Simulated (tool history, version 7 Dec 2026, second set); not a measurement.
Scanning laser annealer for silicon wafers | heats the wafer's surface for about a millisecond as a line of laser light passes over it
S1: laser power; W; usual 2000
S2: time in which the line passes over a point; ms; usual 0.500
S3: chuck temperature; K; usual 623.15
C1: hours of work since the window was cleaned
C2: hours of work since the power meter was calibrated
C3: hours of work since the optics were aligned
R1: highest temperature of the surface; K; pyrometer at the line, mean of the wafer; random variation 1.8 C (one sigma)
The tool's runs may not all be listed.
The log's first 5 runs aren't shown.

run 6 day=3.004 | S1=2000 S2=0.382 S3=623.15 | C1=212 C2=212 C3=683 | R1=1231.15
run 7 day=3.475 | S1=1766 S2=0.500 S3=623.15 | C1=219 C2=219 C3=690 | R1=1206.15
run 8 day=3.950 | S1=1766 S2=0.500 S3=623.15 | C1=226 C2=226 C3=697 | R1=1210.15
run 9 day=4.525 | S1=2000 S2=0.500 S3=623.15 | C1=235 C2=235 C3=706 | R1=1311.15
run 10 day=4.867 | S1=2000 S2=0.500 S3=623.15 | C1=240 C2=240 C3=711 | R1=1311.15
run 11 day=5.621 | S1=2000 S2=0.500 S3=623.15 | C1=252 C2=252 C3=723 | R1=1310.15
run 12 day=6.183 | S1=2000 S2=0.500 S3=623.15 | C1=260 C2=260 C3=731 | R1=1310.15
run 13 day=6.517 | S1=2000 S2=0.500 S3=623.15 | C1=265 C2=265 C3=736 | R1=1311.15
run 14 day=7.254 | S1=2000 S2=0.500 S3=623.15 | C1=277 C2=277 C3=748 | R1=1310.15
run 15 day=7.933 | S1=2000 S2=0.500 S3=623.15 | C1=287 C2=287 C3=758 | R1=1307.15
run 16 day=8.488 | S1=2000 S2=0.500 S3=623.15 | C1=295 C2=295 C3=767 | R1=1307.15
run 17 day=8.946 | S1=1827 S2=0.552 S3=623.15 | C1=302 C2=302 C3=774 | R1=1258.15
run 18 day=9.388 | S1=1972 S2=0.380 S3=620.15 | C1=309 C2=309 C3=780 | R1=1217.15
run 19 day=9.879 | S1=1733 S2=0.500 S3=588.15 | C1=317 C2=317 C3=788 | R1=1155.15
run 20 day=10.512 | S1=1991 S2=0.381 S3=642.15 | C1=326 C2=326 C3=797 | R1=1245.15
-- day=10.708 laser's power meter calibrated
run 21 day=11.033 | S1=1977 S2=0.573 S3=636.15 | C1=332 C2=5 C3=803 | R1=1350.15
run 22 day=11.375 | S1=1884 S2=0.471 S3=623.15 | C1=338 C2=10 C3=809 | R1=1241.15
run 23 day=11.804 | S1=1858 S2=0.456 S3=633.15 | C1=344 C2=17 C3=815 | R1=1228.15
run 24 day=12.512 | S1=1858 S2=0.456 S3=633.15 | C1=355 C2=28 C3=826 | R1=1230.15
run 25 day=13.000 | S1=1858 S2=0.456 S3=633.15 | C1=362 C2=35 C3=833 | R1=1226.15
run 26 day=13.333 | S1=2054 S2=0.456 S3=643.15 | C1=367 C2=40 C3=839 | R1=1323.15
run 27 day=13.900 | S1=2054 S2=0.456 S3=618.15 | C1=376 C2=49 C3=847 | R1=1297.15
run 28 day=14.458 | S1=1897 S2=0.425 S3=623.15 | C1=385 C2=57 C3=856 | R1=1217.15
-- day=14.762 laser's power meter calibrated, once more
run 29 day=15.283 | S1=1961 S2=0.446 S3=623.15 | C1=395 C2=8 C3=866 | R1=1257.15
run 30 day=15.762 | S1=1933 S2=0.567 S3=638.15 | C1=403 C2=15 C3=874 | R1=1328.15

4 ways to go on from here, each from the tool as it stands after run 30. What would each give?
run A day=16.075 | S1=1710 S2=0.567 S3=638.15 | C1=407 C2=20 C3=878 | R1=?
run B day=16.075 | S1=2000 S2=0.430 S3=623.15 | C1=407 C2=20 C3=878 | R1=?
run C day=16.075 | S1=1907 S2=0.393 S3=638.15 | C1=407 C2=20 C3=878 | R1=?
run D day=16.075 | S1=2145 S2=0.467 S3=586.15 | C1=407 C2=20 C3=878 | R1=?

run=A R1=1221.15
run=B R1=1262.15
run=C R1=1212.15
run=D R1=1310.15
Without the tool's hidden state the same runs would have given:
run=A R1=1240.15
run=B R1=1282.15
run=C R1=1230.15
run=D R1=1334.15

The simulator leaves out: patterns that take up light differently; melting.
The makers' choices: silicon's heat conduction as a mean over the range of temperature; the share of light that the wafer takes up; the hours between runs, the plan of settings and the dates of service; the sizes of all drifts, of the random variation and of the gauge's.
